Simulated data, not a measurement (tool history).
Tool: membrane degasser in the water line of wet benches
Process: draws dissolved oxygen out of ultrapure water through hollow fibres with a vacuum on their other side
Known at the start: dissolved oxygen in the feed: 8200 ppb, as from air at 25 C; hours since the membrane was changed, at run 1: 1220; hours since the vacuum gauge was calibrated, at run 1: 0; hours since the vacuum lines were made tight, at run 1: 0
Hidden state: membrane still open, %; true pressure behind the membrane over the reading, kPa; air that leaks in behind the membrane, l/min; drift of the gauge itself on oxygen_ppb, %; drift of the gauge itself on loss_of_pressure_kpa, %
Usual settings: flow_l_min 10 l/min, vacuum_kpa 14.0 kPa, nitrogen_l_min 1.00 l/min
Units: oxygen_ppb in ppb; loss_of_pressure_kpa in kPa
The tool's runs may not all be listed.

run,day,flow_l_min,vacuum_kpa,nitrogen_l_min,hours since the membrane was changed,hours since the vacuum gauge was calibrated,hours since the vacuum lines were made tight,oxygen_ppb,loss_of_pressure_kpa
1,0.000,10,14.0,1.00,1220,0,0,259.6,65.94
2,9.688,10,22.8,1.00,1453,233,233,449.9,65.92
3,17.017,12,14.0,1.00,1628,408,408,318.9,78.87
4,22.325,10,14.0,1.00,1756,536,536,257.3,66.36
5,31.233,10,14.0,1.00,1970,750,750,258.7,66.00
6,37.842,10,14.0,1.00,2128,908,908,263.1,65.50
7,45.438,10,14.0,1.00,2311,1090,1090,261.7,65.97
8,54.304,10,14.0,0.69,2523,1303,1303,356.5,66.89
9,65.104,10,14.0,0.69,2783,1562,1562,361.0,66.51
10,74.217,10,14.0,0.69,3001,1781,1781,363.2,65.85
11,83.108,10,14.0,0.53,3215,1995,1995,451.3,66.29
12,90.825,10,14.0,0.53,3400,2180,2180,454.7,66.40
13,99.925,10,14.0,0.53,3618,2398,2398,447.9,66.01
14,111.179,10,14.0,0.53,3888,2668,2668,452.6,66.80
15,121.846,10,18.9,1.00,4144,2924,2924,369.6,66.55
16,131.696,10,18.9,1.00,4381,3161,3161,372.2,66.57
17,142.238,10,14.0,1.00,4634,3414,3414,263.6,67.27
18,148.950,10,23.0,1.00,4795,3575,3575,459.0,66.84
19,156.421,10,23.0,1.00,4974,3754,3754,463.1,67.04
20,161.579,10,23.0,1.00,5098,3878,3878,459.7,67.09
21,167.333,7,14.0,0.97,5236,4016,4016,194.0,46.62
22,177.688,6,18.7,0.93,5485,4265,4265,244.6,39.89
23,188.521,6,18.7,0.93,5745,4525,4525,240.2,40.29
24,197.325,14,24.0,0.62,5956,4736,4736,974.3,93.97
25,202.704,7,25.0,1.00,6085,4865,4865,361.9,47.23
26,211.012,8,13.3,1.18,6284,5064,5064,171.6,53.61
27,222.279,10,10.7,1.29,6555,5335,5335,152.7,67.23
28,229.562,9,13.9,1.30,6730,5509,5509,187.0,60.63
29,238.358,9,13.9,0.93,6941,5721,5721,252.5,60.83
# day 248.125: vacuum gauge calibrated
30,248.125,9,13.9,0.93,7175,0,5954,248.7,60.86
31,258.962,15,13.7,2.51,7435,260,6215,203.1,101.92
32,267.662,15,13.7,2.51,7643,469,6423,206.6,101.69
33,278.454,15,13.7,2.51,7902,728,6682,204.7,101.93

Forecast each of these 3 alternatives for the next run:
A,288.492,8,18.2,1.78,8143,969,6923,?,?
B,288.492,15,13.7,2.54,8143,969,6923,?,?
C,288.492,6,14.0,2.45,8143,969,6923,?,?

run,oxygen_ppb,loss_of_pressure_kpa
A,167.6,54.17
B,207.7,101.51
C,67.5,40.82
Without the tool's hidden state the same runs would have given:
run,oxygen_ppb,loss_of_pressure_kpa
A,164.4,52.26
B,197.3,97.94
C,66.0,39.39

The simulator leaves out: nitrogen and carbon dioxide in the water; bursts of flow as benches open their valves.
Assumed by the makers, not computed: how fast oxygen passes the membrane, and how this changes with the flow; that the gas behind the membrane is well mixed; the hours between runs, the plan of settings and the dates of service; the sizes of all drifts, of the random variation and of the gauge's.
